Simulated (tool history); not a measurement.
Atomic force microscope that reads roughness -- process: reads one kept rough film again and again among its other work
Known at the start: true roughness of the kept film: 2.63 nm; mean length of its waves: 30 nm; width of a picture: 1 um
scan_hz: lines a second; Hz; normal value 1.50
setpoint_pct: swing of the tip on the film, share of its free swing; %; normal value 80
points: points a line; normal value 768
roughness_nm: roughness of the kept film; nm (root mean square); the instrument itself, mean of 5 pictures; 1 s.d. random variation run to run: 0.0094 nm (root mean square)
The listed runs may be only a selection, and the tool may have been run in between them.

run 1 hour=0.0 | scan_hz=1.50 setpoint_pct=80 points=768 | roughness_nm=2.020
run 2 hour=6.0 | scan_hz=1.38 setpoint_pct=80 points=768 | roughness_nm=2.004
run 3 hour=12.5 | scan_hz=1.50 setpoint_pct=66 points=768 | roughness_nm=2.085
run 4 hour=19.6 | scan_hz=1.50 setpoint_pct=66 points=768 | roughness_nm=2.080
-- hour=23.0 new tip fitted
run 5 hour=27.9 | scan_hz=1.50 setpoint_pct=66 points=768 | roughness_nm=2.240
run 6 hour=37.0 | scan_hz=1.50 setpoint_pct=66 points=768 | roughness_nm=2.186
run 7 hour=45.8 | scan_hz=1.50 setpoint_pct=66 points=768 | roughness_nm=2.162
run 8 hour=50.8 | scan_hz=1.50 setpoint_pct=66 points=768 | roughness_nm=2.147
run 9 hour=61.2 | scan_hz=1.50 setpoint_pct=66 points=768 | roughness_nm=2.114
run 10 hour=68.5 | scan_hz=0.55 setpoint_pct=66 points=768 | roughness_nm=2.156
run 11 hour=74.5 | scan_hz=1.50 setpoint_pct=80 points=426 | roughness_nm=1.978
run 12 hour=84.4 | scan_hz=1.50 setpoint_pct=80 points=744 | roughness_nm=1.963
run 13 hour=93.9 | scan_hz=1.50 setpoint_pct=80 points=744 | roughness_nm=1.936
-- hour=95.5 new tip fitted
run 14 hour=103.2 | scan_hz=1.50 setpoint_pct=80 points=744 | roughness_nm=2.092
run 15 hour=113.4 | scan_hz=1.50 setpoint_pct=80 points=744 | roughness_nm=2.080
run 16 hour=120.7 | scan_hz=3.85 setpoint_pct=80 points=744 | roughness_nm=1.806
run 17 hour=127.2 | scan_hz=3.85 setpoint_pct=80 points=744 | roughness_nm=1.774
run 18 hour=134.7 | scan_hz=1.50 setpoint_pct=80 points=768 | roughness_nm=2.011
run 19 hour=141.2 | scan_hz=1.50 setpoint_pct=64 points=768 | roughness_nm=2.104
run 20 hour=146.8 | scan_hz=1.50 setpoint_pct=64 points=768 | roughness_nm=2.110
-- hour=148.7 height scale calibrated on a step standard
run 21 hour=154.1 | scan_hz=1.50 setpoint_pct=64 points=768 | roughness_nm=2.081
run 22 hour=161.9 | scan_hz=1.50 setpoint_pct=80 points=768 | roughness_nm=1.955
-- hour=169.2 new tip fitted
run 23 hour=171.3 | scan_hz=1.50 setpoint_pct=80 points=768 | roughness_nm=2.110
run 24 hour=176.1 | scan_hz=1.50 setpoint_pct=80 points=768 | roughness_nm=2.078
run 25 hour=183.5 | scan_hz=1.50 setpoint_pct=80 points=768 | roughness_nm=2.082
run 26 hour=188.4 | scan_hz=1.50 setpoint_pct=80 points=768 | roughness_nm=2.053
-- hour=195.6 height scale calibrated on a step standard, once more
run 27 hour=199.5 | scan_hz=1.50 setpoint_pct=80 points=768 | roughness_nm=2.027
run 28 hour=206.6 | scan_hz=1.27 setpoint_pct=80 points=790 | roughness_nm=2.028
run 29 hour=213.6 | scan_hz=0.66 setpoint_pct=80 points=790 | roughness_nm=2.119
run 30 hour=220.3 | scan_hz=1.45 setpoint_pct=80 points=768 | roughness_nm=1.987
run 31 hour=224.9 | scan_hz=1.45 setpoint_pct=80 points=768 | roughness_nm=1.965
run 32 hour=235.3 | scan_hz=1.45 setpoint_pct=80 points=768 | roughness_nm=1.931
run 33 hour=239.9 | scan_hz=0.58 setpoint_pct=58 points=873 | roughness_nm=2.097
-- hour=243.1 new tip fitted
run 34 hour=248.9 | scan_hz=1.15 setpoint_pct=65 points=691 | roughness_nm=2.255
run 35 hour=259.2 | scan_hz=1.95 setpoint_pct=84 points=838 | roughness_nm=1.964
run 36 hour=265.1 | scan_hz=1.95 setpoint_pct=84 points=709 | roughness_nm=1.953
run 37 hour=273.0 | scan_hz=2.15 setpoint_pct=82 points=768 | roughness_nm=1.924
run 38 hour=279.2 | scan_hz=1.50 setpoint_pct=67 points=768 | roughness_nm=2.119
run 39 hour=288.8 | scan_hz=1.31 setpoint_pct=67 points=399 | roughness_nm=2.098
run 40 hour=294.8 | scan_hz=1.12 setpoint_pct=80 points=667 | roughness_nm=2.025
run 41 hour=300.2 | scan_hz=1.87 setpoint_pct=71 points=375 | roughness_nm=1.983
run 42 hour=310.4 | scan_hz=1.43 setpoint_pct=56 points=365 | roughness_nm=2.064
-- hour=315.7 new tip fitted
run 43 hour=315.7 | scan_hz=3.28 setpoint_pct=68 points=544 | roughness_nm=2.104
run 44 hour=320.7 | scan_hz=1.50 setpoint_pct=66 points=768 | roughness_nm=2.228
run 45 hour=328.9 | scan_hz=1.50 setpoint_pct=87 points=373 | roughness_nm=2.016
run 46 hour=336.4 | scan_hz=1.50 setpoint_pct=87 points=373 | roughness_nm=1.989
run 47 hour=340.9 | scan_hz=1.32 setpoint_pct=87 points=373 | roughness_nm=2.018
run 48 hour=346.0 | scan_hz=1.50 setpoint_pct=80 points=548 | roughness_nm=2.039
run 49 hour=354.8 | scan_hz=2.55 setpoint_pct=67 points=909 | roughness_nm=2.052
run 50 hour=360.2 | scan_hz=1.50 setpoint_pct=56 points=1009 | roughness_nm=2.157
run 51 hour=365.1 | scan_hz=1.50 setpoint_pct=56 points=1009 | roughness_nm=2.157
run 52 hour=373.8 | scan_hz=0.57 setpoint_pct=58 points=300 | roughness_nm=2.130

Run by run, hidden condition taken away, random variation retained:
The hidden state here: radius of the tip, nm; height scale over the true one, %; drift of the gauge itself on roughness_nm, %.
run=1 roughness_nm=2.149
run=2 roughness_nm=2.152
run=3 roughness_nm=2.255
run=4 roughness_nm=2.276
run=5 roughness_nm=2.265
run=6 roughness_nm=2.239
run=7 roughness_nm=2.243
run=8 roughness_nm=2.242
run=9 roughness_nm=2.242
run=10 roughness_nm=2.311
run=11 roughness_nm=2.135
run=12 roughness_nm=2.148
run=13 roughness_nm=2.149
run=14 roughness_nm=2.126
run=15 roughness_nm=2.143
run=16 roughness_nm=1.880
run=17 roughness_nm=1.862
run=18 roughness_nm=2.131
run=19 roughness_nm=2.249
run=20 roughness_nm=2.271
run=21 roughness_nm=2.263
run=22 roughness_nm=2.145
run=23 roughness_nm=2.151
run=24 roughness_nm=2.134
run=25 roughness_nm=2.160
run=26 roughness_nm=2.146
run=27 roughness_nm=2.137
run=28 roughness_nm=2.157
run=29 roughness_nm=2.274
run=30 roughness_nm=2.153
run=31 roughness_nm=2.141
run=32 roughness_nm=2.132
run=33 roughness_nm=2.329
run=34 roughness_nm=2.284
run=35 roughness_nm=2.020
run=36 roughness_nm=2.025
run=37 roughness_nm=2.018
run=38 roughness_nm=2.242
run=39 roughness_nm=2.250
run=40 roughness_nm=2.190
run=41 roughness_nm=2.161
run=42 roughness_nm=2.278
run=43 roughness_nm=2.105
run=44 roughness_nm=2.245
run=45 roughness_nm=2.056
run=46 roughness_nm=2.051
run=47 roughness_nm=2.092
run=48 roughness_nm=2.130
run=49 roughness_nm=2.170
run=50 roughness_nm=2.297
run=51 roughness_nm=2.310
run=52 roughness_nm=2.306
